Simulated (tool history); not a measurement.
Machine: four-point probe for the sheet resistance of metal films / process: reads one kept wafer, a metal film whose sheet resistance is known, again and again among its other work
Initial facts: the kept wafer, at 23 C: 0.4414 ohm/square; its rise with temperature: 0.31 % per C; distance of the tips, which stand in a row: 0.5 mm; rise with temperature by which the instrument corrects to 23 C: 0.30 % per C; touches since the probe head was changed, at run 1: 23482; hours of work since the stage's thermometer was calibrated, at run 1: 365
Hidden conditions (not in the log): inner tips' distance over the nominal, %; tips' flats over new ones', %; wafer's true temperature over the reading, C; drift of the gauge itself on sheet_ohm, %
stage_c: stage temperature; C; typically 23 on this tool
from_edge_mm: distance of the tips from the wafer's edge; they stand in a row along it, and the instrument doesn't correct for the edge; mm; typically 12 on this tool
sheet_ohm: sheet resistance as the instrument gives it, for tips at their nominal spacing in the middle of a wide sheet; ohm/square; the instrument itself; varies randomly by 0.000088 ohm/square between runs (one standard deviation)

run     day  stage_c  from_edge_mm  touches since the probe head was changed  hours of work since the stage's thermometer was calibrated  sheet_ohm
  1   0.000       23            12                                     23482                                                         365   0.439519
  2   1.358       23            57                                     25505                                                         390   0.439237
  3   2.633       23            12                                     27401                                                         414   0.439650
  4   4.567       23            13                                     30273                                                         450   0.439454
  5   6.212       23            36                                     32726                                                         481   0.438944
  6   8.950       23            12                                     36797                                                         531   0.439314
  7  10.467       23             4                                     39057                                                         560   0.442483
  8  12.800       21             4                                     42525                                                         603   0.442332
  9  14.475       21             4                                     45016                                                         634   0.442205
 10  16.125       23            12                                     47472                                                         665   0.439021
 11  18.888       23            12                                     51583                                                         716   0.438934
 12  20.650       23            12                                     54204                                                         749   0.438799
 13  22.008       23            12                                     56230                                                         774   0.438690
     22.208  -- stage's thermometer calibrated
 14  24.575       23            12                                     60012                                                          44   0.438729
 15  26.900       23            12                                     63473                                                          87   0.438573
 16  28.325       23            12                                     65596                                                         114   0.438663
 17  29.567       23            12                                     67442                                                         137   0.438429
 18  31.046       23            12                                     69643                                                         164   0.438618
 19  32.912       23            12                                     72418                                                         199   0.438267
 20  34.996       23            10                                     75520                                                         238   0.438507
 21  37.012       23            10                                     78518                                                         275   0.438190
     38.317  -- stage's thermometer calibrated, once more
 22  39.604       19            12                                     82343                                                          24   0.437346
 23  41.746       33            50                                     85532                                                          64   0.437215
 24  44.154       22            16                                     89115                                                         109   0.436996
 25  45.442       30            44                                     91028                                                         132   0.437010
 26  48.254       30            44                                     95214                                                         185   0.436807
 27  51.008       27            34                                     99315                                                         236   0.436674
 28  52.483       19             6                                    101506                                                         263   0.438039
 29  54.033       19             6                                    103811                                                         292   0.437802
 30  56.375       28            16                                    107295                                                         336   0.436718
 31  57.533       28            16                                    109020                                                         357   0.436657
 32  60.192       23             5                                    112979                                                         407   0.438461
 33  62.383       20             5                                    116241                                                         448   0.438397
 34  63.821       20             5                                    118377                                                         474   0.438204
 35  65.379       20             5                                    120696                                                         503   0.438408
 36  66.625       20            17                                    122550                                                         526   0.436226
 37  69.204       20            17                                    126387                                                         574   0.435988
 38  71.679       30            18                                    130068                                                         620   0.436128
 39  73.446       30            18                                    132699                                                         653   0.435929
 40  75.538       30            18                                    135811                                                         692   0.435845
 41  78.162       18            13                                    139714                                                         741   0.435675

Below are 5 alternative next runs, each starting from the tool's condition after run 41. Predict each:
  A  79.592       25            19                                    141842                                                         768          ?
  B  79.592       28            55                                    141842                                                         768          ?
  C  79.592       24             9                                    141842                                                         768          ?
  D  79.592       23            33                                    141842                                                         768          ?
  E  79.592       18             6                                    141842                                                         768          ?

run  sheet_ohm
  A   0.435683
  B   0.435519
  C   0.436061
  D   0.435510
  E   0.437010
Take away the tool's hidden state, keep each run's random variation, and the runs would have read:
run  sheet_ohm
  A   0.441713
  B   0.441549
  C   0.442094
  D   0.441536
  E   0.443051
